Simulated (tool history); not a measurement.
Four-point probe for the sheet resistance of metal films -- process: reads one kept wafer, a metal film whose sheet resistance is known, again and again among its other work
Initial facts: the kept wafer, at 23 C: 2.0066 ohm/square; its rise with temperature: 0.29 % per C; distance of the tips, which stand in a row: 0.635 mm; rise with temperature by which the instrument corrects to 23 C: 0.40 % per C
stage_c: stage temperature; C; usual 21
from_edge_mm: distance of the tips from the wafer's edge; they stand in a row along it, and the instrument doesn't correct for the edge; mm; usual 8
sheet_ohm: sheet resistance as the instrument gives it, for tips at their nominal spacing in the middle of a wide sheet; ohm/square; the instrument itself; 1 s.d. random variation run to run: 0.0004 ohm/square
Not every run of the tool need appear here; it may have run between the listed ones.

run	hour	stage_c	from_edge_mm	sheet_ohm
1	0.0	21	8	2.032565
2	34.8	21	29	2.025254
3	96.1	21	29	2.025168
4	154.4	21	29	2.025870
5	186.1	26	8	2.021133
6	253.6	26	8	2.021790
7	310.5	21	8	2.033098
# hour 316.4: stage's thermometer calibrated
8	366.8	24	8	2.025288
9	418.6	24	8	2.025391
10	462.0	24	8	2.025047
11	501.5	24	8	2.025265
# hour 530.0: stage's thermometer calibrated, once more
12	543.8	24	8	2.030315
13	598.5	19	7	2.043862
14	653.8	19	7	2.043229
15	685.8	19	11	2.038861
16	751.8	19	11	2.038921
17	800.8	20	26	2.033750
18	860.4	19	29	2.035966
19	920.7	19	29	2.036473

Run by run, hidden condition taken away, random variation retained:
Hidden state present: inner tips' distance over the nominal, %; tips' flats over new ones', %; wafer's true temperature over the reading, C; drift of the gauge itself on sheet_ohm, %.
run	sheet_ohm
1	2.018718
2	2.011307
3	2.010978
4	2.011450
5	2.006580
6	2.006944
7	2.017993
8	2.011472
9	2.011384
10	2.010861
11	2.010903
12	2.011552
13	2.024764
14	2.023929
15	2.019446
16	2.019241
17	2.013914
18	2.015862
19	2.016120

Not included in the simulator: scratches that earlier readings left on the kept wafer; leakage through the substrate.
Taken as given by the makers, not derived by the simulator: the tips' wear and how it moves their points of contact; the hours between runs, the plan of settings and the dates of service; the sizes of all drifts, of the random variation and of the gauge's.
